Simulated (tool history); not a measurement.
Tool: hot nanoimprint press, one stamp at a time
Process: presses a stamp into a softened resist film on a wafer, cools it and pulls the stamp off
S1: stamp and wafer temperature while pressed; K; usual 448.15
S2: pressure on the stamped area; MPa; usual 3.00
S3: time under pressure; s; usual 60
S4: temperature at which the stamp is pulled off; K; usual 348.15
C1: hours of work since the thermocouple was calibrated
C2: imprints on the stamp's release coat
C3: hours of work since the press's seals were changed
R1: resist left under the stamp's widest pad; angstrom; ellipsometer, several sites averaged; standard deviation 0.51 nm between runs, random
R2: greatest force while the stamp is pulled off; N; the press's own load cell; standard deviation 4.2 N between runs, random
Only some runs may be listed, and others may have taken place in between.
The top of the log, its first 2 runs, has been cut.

{"run": 3, "day": 1.117, "S1": 448.15, "S2": 3.0, "S3": 60, "S4": 348.15, "C1": 21, "C2": 1867, "C3": 165, "R1": 1908, "R2": 285}
{"run": 4, "day": 1.562, "S1": 458.15, "S2": 3.0, "S3": 60, "S4": 348.15, "C1": 30, "C2": 1902, "C3": 174, "R1": 1415, "R2": 293}
{"run": 5, "day": 1.879, "S1": 458.15, "S2": 3.0, "S3": 60, "S4": 348.15, "C1": 35, "C2": 1926, "C3": 180, "R1": 1413, "R2": 305}
{"run": 6, "day": 2.592, "S1": 448.15, "S2": 4.67, "S3": 60, "S4": 348.15, "C1": 49, "C2": 1982, "C3": 193, "R1": 1571, "R2": 293}
{"run": 7, "day": 3.117, "S1": 448.15, "S2": 4.67, "S3": 60, "S4": 348.15, "C1": 59, "C2": 2023, "C3": 203, "R1": 1566, "R2": 302}
{"run": 8, "day": 3.5, "S1": 448.15, "S2": 4.67, "S3": 60, "S4": 348.15, "C1": 66, "C2": 2052, "C3": 210, "R1": 1572, "R2": 297}
{"run": 9, "day": 3.879, "S1": 448.15, "S2": 4.67, "S3": 69, "S4": 348.15, "C1": 73, "C2": 2082, "C3": 217, "R1": 1495, "R2": 309}
{"run": 10, "day": 4.246, "S1": 448.15, "S2": 4.67, "S3": 69, "S4": 348.15, "C1": 80, "C2": 2110, "C3": 224, "R1": 1495, "R2": 305}
{"run": 11, "day": 4.579, "S1": 448.15, "S2": 4.67, "S3": 69, "S4": 348.15, "C1": 86, "C2": 2136, "C3": 231, "R1": 1497, "R2": 302}
{"run": 12, "day": 4.925, "S1": 448.15, "S2": 4.67, "S3": 69, "S4": 345.15, "C1": 93, "C2": 2163, "C3": 237, "R1": 1501, "R2": 310}
{"run": 13, "day": 5.296, "S1": 448.15, "S2": 4.67, "S3": 69, "S4": 345.15, "C1": 100, "C2": 2192, "C3": 244, "R1": 1498, "R2": 320}
{"run": 14, "day": 5.662, "S1": 448.15, "S2": 3.0, "S3": 43, "S4": 348.15, "C1": 107, "C2": 2220, "C3": 251, "R1": 2122, "R2": 314}
{"run": 15, "day": 6.025, "S1": 448.15, "S2": 3.0, "S3": 60, "S4": 348.15, "C1": 114, "C2": 2249, "C3": 258, "R1": 1923, "R2": 310}
{"day": 6.333, "done": "stamp cleaned and given a new release coat"}
{"run": 16, "day": 6.967, "S1": 448.15, "S2": 3.0, "S3": 60, "S4": 348.15, "C1": 127, "C2": 49, "C3": 271, "R1": 1920, "R2": 212}
{"run": 17, "day": 7.671, "S1": 448.15, "S2": 3.0, "S3": 61, "S4": 348.15, "C1": 140, "C2": 104, "C3": 284, "R1": 1910, "R2": 219}
{"run": 18, "day": 8.042, "S1": 444.15, "S2": 3.0, "S3": 51, "S4": 348.15, "C1": 147, "C2": 133, "C3": 291, "R1": 2258, "R2": 211}
{"run": 19, "day": 8.596, "S1": 456.15, "S2": 3.87, "S3": 60, "S4": 348.15, "C1": 157, "C2": 176, "C3": 302, "R1": 1343, "R2": 216}
{"run": 20, "day": 9.046, "S1": 460.15, "S2": 3.0, "S3": 60, "S4": 348.15, "C1": 166, "C2": 211, "C3": 310, "R1": 1348, "R2": 216}

Expected results for the next run?
{"run": 21, "day": 9.662, "S1": 458.15, "S2": 1.98, "S3": 60, "S4": 348.15, "C1": 178, "C2": 259, "C3": 322, "R1": "?", "R2": "?"}

R1: 1738 angstrom
R2: 220 N
If the tool had no hidden condition, the same run with the same run-to-run variation would have returned R1 1718 angstrom, R2 208 N.
